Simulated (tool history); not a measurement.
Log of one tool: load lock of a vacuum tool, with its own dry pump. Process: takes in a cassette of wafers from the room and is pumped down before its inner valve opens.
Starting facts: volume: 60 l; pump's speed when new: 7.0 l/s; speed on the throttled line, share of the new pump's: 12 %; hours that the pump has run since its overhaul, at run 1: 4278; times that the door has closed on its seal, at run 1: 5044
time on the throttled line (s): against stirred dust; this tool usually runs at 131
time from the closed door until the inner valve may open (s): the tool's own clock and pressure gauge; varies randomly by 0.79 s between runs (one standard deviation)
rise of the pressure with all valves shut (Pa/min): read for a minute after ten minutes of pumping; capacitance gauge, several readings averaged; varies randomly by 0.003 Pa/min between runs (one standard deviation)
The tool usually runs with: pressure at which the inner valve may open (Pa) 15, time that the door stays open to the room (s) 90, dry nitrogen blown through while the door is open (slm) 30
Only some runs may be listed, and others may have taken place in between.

| run | hour | time on the throttled line (s) | pressure at which the inner valve may open (Pa) | time that the door stays open to the room (s) | dry nitrogen blown through while the door is open (slm) | hours that the pump has run since its overhaul | times that the door has closed on its seal | incoming humidity of the room's air, % | time from the closed door until the inner valve may open (s) | rise of the pressure with all valves shut (Pa/min) |
|---|---|---|---|---|---|---|---|---|---|---|
| 1 | 0.0 | 131 | 15 | 90 | 30 | 4278 | 5044 | 48.2 | 194.4 | 0.024 |
| 2 | 78.7 | 131 | 15 | 90 | 30 | 4357 | 5374 | 46.5 | 195.3 | 0.031 |
| 3 | 167.5 | 131 | 15 | 90 | 22 | 4446 | 5747 | 43.1 | 195.4 | 0.031 |
| 4 | 243.1 | 131 | 15 | 90 | 30 | 4521 | 6065 | 45.8 | 193.8 | 0.026 |
| 5 | 316.6 | 131 | 15 | 90 | 30 | 4595 | 6374 | 44.2 | 193.1 | 0.026 |
| 6 | 408.9 | 131 | 15 | 90 | 30 | 4687 | 6762 | 46.8 | 195.1 | 0.030 |
| 7 | 484.9 | 131 | 15 | 90 | 30 | 4763 | 7082 | 44.4 | 194.4 | 0.027 |
| 8 | 560.0 | 131 | 15 | 90 | 30 | 4838 | 7398 | 44.5 | 195.7 | 0.028 |
| 9 | 626.2 | 131 | 15 | 90 | 30 | 4904 | 7676 | 44.4 | 195.7 | 0.027 |
| 10 | 710.0 | 131 | 15 | 90 | 30 | 4988 | 8028 | 44.4 | 195.3 | 0.035 |
| 11 | 781.3 | 131 | 15 | 90 | 30 | 5059 | 8327 | 45.4 | 196.0 | 0.037 |
| 12 | 856.8 | 131 | 15 | 90 | 30 | 5135 | 8645 | 43.7 | 196.0 | 0.032 |
| 13 | 920.5 | 131 | 15 | 90 | 30 | 5199 | 8913 | 43.1 | 196.2 | 0.034 |
| 14 | 1005.0 | 131 | 15 | 90 | 6 | 5283 | 9268 | 44.4 | 195.6 | 0.057 |
| 15 | 1076.1 | 131 | 15 | 90 | 30 | 5354 | 9567 | 44.9 | 195.9 | 0.030 |
| 16 | 1150.7 | 131 | 15 | 90 | 30 | 5429 | 9880 | 49.6 | 195.0 | 0.035 |
| 17 | 1190.6 | 131 | 15 | 90 | 30 | 5469 | 10048 | 41.9 | 195.6 | 0.029 |
| 18 | 1251.5 | 131 | 15 | 90 | 30 | 5530 | 10304 | 46.0 | 195.7 | 0.039 |
| 19 | 1329.5 | 131 | 15 | 90 | 30 | 5608 | 10632 | 44.1 | 195.5 | 0.036 |
| 20 | 1387.6 | 101 | 15 | 90 | 8 | 5666 | 10876 | 42.7 | 170.3 | 0.052 |
| 21 | 1461.1 | 136 | 26 | 54 | 6 | 5739 | 11185 | 43.5 | 193.3 | 0.055 |
| 22 | 1540.4 | 129 | 15 | 90 | 21 | 5818 | 11518 | 46.9 | 193.7 | 0.038 |
| 23 | 1619.7 | 131 | 28 | 131 | 4 | 5898 | 11851 | 43.2 | 191.8 | 0.068 |
| 24 | 1678.2 | 131 | 14 | 131 | 11 | 5956 | 12097 | 47.2 | 197.0 | 0.055 |
| 25 | 1765.3 | 216 | 19 | 90 | 30 | 6043 | 12464 | 43.1 | 268.8 | 0.041 |
| 26 | 1815.3 | 216 | 19 | 90 | 30 | 6093 | 12674 | 48.1 | 268.7 | 0.046 |
| 27 | 1863.1 | 216 | 19 | 90 | 30 | 6141 | 12875 | 46.5 | 268.8 | 0.045 |
| 28 | 1906.4 | 216 | 27 | 82 | 30 | 6184 | 13057 | 45.2 | 265.1 | 0.038 |
| 29 | 1952.9 | 131 | 28 | 135 | 42 | 6231 | 13252 | 45.9 | 191.5 | 0.041 |
| 30 | 2017.3 | 204 | 15 | 90 | 30 | 6295 | 13523 | 45.0 | 258.1 | 0.043 |
| 31 | 2096.8 | 81 | 15 | 90 | 30 | 6375 | 13857 | 44.0 | 154.1 | 0.049 |
| 32 | 2137.5 | 165 | 21 | 52 | 30 | 6416 | 14028 | 42.3 | 224.3 | 0.041 |
| 33 | 2193.6 | 165 | 13 | 69 | 7 | 6472 | 14264 | 46.8 | 227.7 | 0.066 |
| 34 | 2276.9 | 131 | 15 | 110 | 33 | 6555 | 14614 | 46.4 | 197.5 | 0.050 |
| 35 | 2323.3 | 131 | 15 | 110 | 33 | 6601 | 14809 | 49.2 | 196.7 | 0.045 |
| 36 | 2391.2 | 99 | 24 | 90 | 32 | 6669 | 15094 | 46.2 | 164.0 | 0.049 |

Here are 5 independent what-if runs from the current tool condition. What would each one return?
| A | 2431.1 | 152 | 24 | 51 | 9 | 6709 | 15262 | 46.4 | ? | ? |
| B | 2431.1 | 99 | 12 | 90 | 35 | 6709 | 15262 | 47.4 | ? | ? |
| C | 2431.1 | 99 | 24 | 165 | 27 | 6709 | 15262 | 44.4 | ? | ? |
| D | 2431.1 | 113 | 15 | 90 | 30 | 6709 | 15262 | 44.3 | ? | ? |
| E | 2431.1 | 229 | 15 | 180 | 8 | 6709 | 15262 | 42.5 | ? | ? |

| run | time from the closed door until the inner valve may open (s) | rise of the pressure with all valves shut (Pa/min) |
|---|---|---|
| A | 210.8 | 0.059 |
| B | 171.4 | 0.047 |
| C | 165.8 | 0.049 |
| D | 180.8 | 0.047 |
| E | 283.7 | 0.069 |
What these runs would have given with no unlogged condition in the tool:
| run | time from the closed door until the inner valve may open (s) | rise of the pressure with all valves shut (Pa/min) |
|---|---|---|
| A | 205.8 | 0.029 |
| B | 165.3 | 0.017 |
| C | 160.2 | 0.018 |
| D | 175.0 | 0.017 |
| E | 279.2 | 0.038 |
